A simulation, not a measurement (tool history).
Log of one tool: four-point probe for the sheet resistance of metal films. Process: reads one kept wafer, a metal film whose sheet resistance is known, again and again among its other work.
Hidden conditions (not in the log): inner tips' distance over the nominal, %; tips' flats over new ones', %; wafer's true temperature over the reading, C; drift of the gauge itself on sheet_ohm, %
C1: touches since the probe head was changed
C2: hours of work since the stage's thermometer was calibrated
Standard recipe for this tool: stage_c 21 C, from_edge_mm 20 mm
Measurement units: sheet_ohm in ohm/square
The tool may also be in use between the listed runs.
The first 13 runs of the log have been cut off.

run 14 hour=419.6 | stage_c=33 from_edge_mm=20 | C1=83909 C2=66 | sheet_ohm=9.308380
run 15 hour=456.2 | stage_c=21 from_edge_mm=20 | C1=85412 C2=92 | sheet_ohm=9.233776
-- hour=486.0 stage's thermometer calibrated, once more
run 16 hour=486.0 | stage_c=26 from_edge_mm=20 | C1=86615 C2=0 | sheet_ohm=9.254412
run 17 hour=514.6 | stage_c=18 from_edge_mm=5 | C1=87787 C2=20 | sheet_ohm=9.382476
run 18 hour=542.1 | stage_c=23 from_edge_mm=44 | C1=88914 C2=39 | sheet_ohm=9.225903
run 19 hour=575.5 | stage_c=23 from_edge_mm=44 | C1=90288 C2=62 | sheet_ohm=9.227077
run 20 hour=602.4 | stage_c=23 from_edge_mm=44 | C1=91389 C2=80 | sheet_ohm=9.221400
run 21 hour=620.0 | stage_c=25 from_edge_mm=3 | C1=92113 C2=92 | sheet_ohm=9.752148
run 22 hour=652.8 | stage_c=25 from_edge_mm=47 | C1=93458 C2=115 | sheet_ohm=9.240228
run 23 hour=677.4 | stage_c=20 from_edge_mm=20 | C1=94470 C2=132 | sheet_ohm=9.211016

What does the tool deliver on the next run?
run 24 hour=709.8 | stage_c=20 from_edge_mm=20 | C1=95797 C2=154 | sheet_ohm=?

sheet_ohm: 9.212398 ohm/square
If the tool had no hidden condition, the same run with the same run-to-run variation would have returned sheet_ohm 9.250039 ohm/square.
